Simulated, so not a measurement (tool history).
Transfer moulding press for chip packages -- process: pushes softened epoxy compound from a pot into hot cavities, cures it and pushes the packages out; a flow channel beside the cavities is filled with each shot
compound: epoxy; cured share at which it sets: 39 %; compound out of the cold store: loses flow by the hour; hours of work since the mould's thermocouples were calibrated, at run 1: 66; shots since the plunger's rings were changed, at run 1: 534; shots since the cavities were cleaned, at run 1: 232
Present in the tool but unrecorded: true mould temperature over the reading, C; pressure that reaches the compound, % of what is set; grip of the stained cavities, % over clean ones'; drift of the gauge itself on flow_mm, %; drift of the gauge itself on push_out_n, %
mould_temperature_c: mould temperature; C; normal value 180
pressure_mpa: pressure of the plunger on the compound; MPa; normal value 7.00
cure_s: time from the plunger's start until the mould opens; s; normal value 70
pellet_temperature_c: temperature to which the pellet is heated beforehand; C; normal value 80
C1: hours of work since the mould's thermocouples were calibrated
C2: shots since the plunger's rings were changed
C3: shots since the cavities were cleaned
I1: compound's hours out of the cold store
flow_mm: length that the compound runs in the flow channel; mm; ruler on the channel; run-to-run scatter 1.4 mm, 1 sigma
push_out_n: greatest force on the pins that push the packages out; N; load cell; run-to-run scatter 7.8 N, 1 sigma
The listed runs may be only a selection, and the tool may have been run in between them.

Run 1, hour 0.0: usual settings; C1 66; C2 534; C3 232; I1 27.7. Result: flow_mm 729 mm, push_out_n 450 N.
Run 2, hour 32.2: usual settings but pressure_mpa 5.81 MPa; C1 84; C2 906; C3 604; I1 35.9. Result: flow_mm 642 mm, push_out_n 550 N.
At hour 37.2: cavities cleaned with cleaning compound and waxed.
Run 3, hour 51.6: usual settings; C1 93; C2 1113; C3 166; I1 15.2. Result: flow_mm 752 mm, push_out_n 440 N.
Run 4, hour 67.3: usual settings; C1 102; C2 1294; C3 347; I1 12.1. Result: flow_mm 763 mm, push_out_n 509 N.
At hour 92.6: cavities cleaned with cleaning compound and waxed.
Run 5, hour 106.7: usual settings; C1 122; C2 1731; C3 163; I1 11.9. Result: flow_mm 756 mm, push_out_n 440 N.
Run 6, hour 134.6: usual settings; C1 137; C2 2053; C3 485; I1 17.5. Result: flow_mm 745 mm, push_out_n 534 N.
At hour 148.4: cavities cleaned with cleaning compound and waxed.
Run 7, hour 167.9: usual settings; C1 154; C2 2421; C3 225; I1 35.7. Result: flow_mm 701 mm, push_out_n 442 N.
At hour 202.3: cavities cleaned with cleaning compound and waxed.
Run 8, hour 202.3: usual settings; C1 172; C2 2801; C3 0; I1 18.9. Result: flow_mm 735 mm, push_out_n 352 N.
Run 9, hour 222.7: usual settings; C1 183; C2 3036; C3 235; I1 18.9. Result: flow_mm 735 mm, push_out_n 466 N.
Run 10, hour 243.5: usual settings; C1 194; C2 3277; C3 476; I1 43.3. Result: flow_mm 682 mm, push_out_n 524 N.
At hour 257.9: cavities cleaned with cleaning compound and waxed.
Run 11, hour 279.0: usual settings; C1 212; C2 3668; C3 243; I1 20.6. Result: flow_mm 729 mm, push_out_n 484 N.
Run 12, hour 298.6: usual settings; C1 223; C2 3895; C3 470; I1 18.3. Result: flow_mm 729 mm, push_out_n 522 N.
At hour 312.5: cavities cleaned with cleaning compound and waxed.
Run 13, hour 338.3: usual settings but pellet_temperature_c 90 C; C1 243; C2 4336; C3 298; I1 11.8. Result: flow_mm 745 mm, push_out_n 494 N.
Run 14, hour 364.4: usual settings but pellet_temperature_c 90 C; C1 257; C2 4638; C3 600; I1 22.1. Result: flow_mm 715 mm, push_out_n 568 N.
At hour 368.6: cavities cleaned with cleaning compound and waxed.
Run 15, hour 393.8: usual settings but pellet_temperature_c 90 C; C1 272; C2 4959; C3 290; I1 29.7. Result: flow_mm 697 mm, push_out_n 458 N.
Run 16, hour 412.2: usual settings but mould_temperature_c 185 C, pressure_mpa 6.81 MPa, pellet_temperature_c 70 C; C1 282; C2 5172; C3 503; I1 42.5. Result: flow_mm 656 mm, push_out_n 473 N.
At hour 424.1: cavities cleaned with cleaning compound and waxed.
Run 17, hour 445.5: usual settings but mould_temperature_c 176 C; C1 299; C2 5539; C3 247; I1 23.1. Result: flow_mm 722 mm, push_out_n 569 N.
Run 18, hour 466.8: usual settings but mould_temperature_c 174 C, pressure_mpa 5.86 MPa; C1 310; C2 5785; C3 493; I1 12.1. Result: flow_mm 685 mm, push_out_n 781 N.
At hour 479.4: cavities cleaned with cleaning compound and waxed.
Run 19, hour 490.8: usual settings but mould_temperature_c 174 C, pressure_mpa 5.86 MPa; C1 322; C2 6045; C3 131; I1 39.6. Result: flow_mm 628 mm, push_out_n 539 N.
At hour 495.4: mould's thermocouples calibrated.
Run 20, hour 520.6: usual settings but mould_temperature_c 177 C, pressure_mpa 7.73 MPa, cure_s 57 s, pellet_temperature_c 87 C; C1 13; C2 6366; C3 452; I1 36.2. Result: flow_mm 721 mm, push_out_n 901 N.
At hour 537.6: cavities cleaned with cleaning compound and waxed.
Run 21, hour 540.4: usual settings but mould_temperature_c 176 C, pressure_mpa 7.67 MPa, cure_s 68 s, pellet_temperature_c 72 C; C1 23; C2 6578; C3 33; I1 16.1. Result: flow_mm 766 mm, push_out_n 500 N.
At hour 558.4: plunger's sealing rings changed.
Run 22, hour 568.4: usual settings but mould_temperature_c 176 C, pressure_mpa 7.67 MPa, cure_s 68 s, pellet_temperature_c 72 C; C1 37; C2 116; C3 327; I1 27.9. Result: flow_mm 769 mm, push_out_n 636 N.
At hour 594.6: cavities cleaned with cleaning compound and waxed.
Run 23, hour 605.6: usual settings but mould_temperature_c 176 C, pressure_mpa 7.67 MPa, cure_s 68 s, pellet_temperature_c 72 C; C1 56; C2 528; C3 127; I1 30.7. Result: flow_mm 762 mm, push_out_n 531 N.
Run 24, hour 631.2: usual settings but pressure_mpa 6.34 MPa, pellet_temperature_c 71 C; C1 70; C2 824; C3 423; I1 20.0. Result: flow_mm 709 mm, push_out_n 544 N.
At hour 644.7: mould's thermocouples calibrated, once more.
At hour 652.3: cavities cleaned with cleaning compound and waxed.
Run 25, hour 661.0: usual settings but pressure_mpa 8.11 MPa, pellet_temperature_c 71 C; C1 8; C2 1127; C3 101; I1 9.6. Result: flow_mm 823 mm, push_out_n 410 N.
Run 26, hour 698.9: usual settings but pressure_mpa 8.11 MPa, pellet_temperature_c 71 C; C1 28; C2 1565; C3 539; I1 45.0. Result: flow_mm 735 mm, push_out_n 528 N.
At hour 706.2: cavities cleaned with cleaning compound and waxed.
Run 27, hour 729.8: usual settings but mould_temperature_c 183 C, pressure_mpa 5.71 MPa, pellet_temperature_c 79 C; C1 44; C2 1904; C3 272; I1 37.1. Result: flow_mm 625 mm, push_out_n 445 N.
Run 28, hour 757.2: usual settings but mould_temperature_c 183 C, pressure_mpa 5.71 MPa, pellet_temperature_c 75 C; C1 59; C2 2221; C3 589; I1 21.6. Result: flow_mm 656 mm, push_out_n 503 N.

Below are 3 alternative next runs, each starting from the tool's condition after run 28. Predict each:
At hour 761.1: cavities cleaned with cleaning compound and waxed.
Run A, hour 777.4: usual settings but mould_temperature_c 181 C, pressure_mpa 5.71 MPa, pellet_temperature_c 75 C; C1 69; C2 2436; C3 188; I1 44.8. Result: flow_mm ?, push_out_n ?.
At hour 761.1: cavities cleaned with cleaning compound and waxed.
Run B, hour 777.4: usual settings but pressure_mpa 6.10 MPa; C1 69; C2 2436; C3 188; I1 26.3. Result: flow_mm ?, push_out_n ?.
At hour 761.1: cavities cleaned with cleaning compound and waxed.
Run C, hour 777.4: usual settings but mould_temperature_c 186 C, pressure_mpa 5.71 MPa, pellet_temperature_c 75 C; C1 69; C2 2436; C3 188; I1 44.3. Result: flow_mm ?, push_out_n ?.

run  flow_mm  push_out_n
  A      612         428
  B      676         449
  C      605         393
With the hidden condition removed and each run's random variation left untouched, the same runs would have given:
run  flow_mm  push_out_n
  A      624         327
  B      689         345
  C      616         299

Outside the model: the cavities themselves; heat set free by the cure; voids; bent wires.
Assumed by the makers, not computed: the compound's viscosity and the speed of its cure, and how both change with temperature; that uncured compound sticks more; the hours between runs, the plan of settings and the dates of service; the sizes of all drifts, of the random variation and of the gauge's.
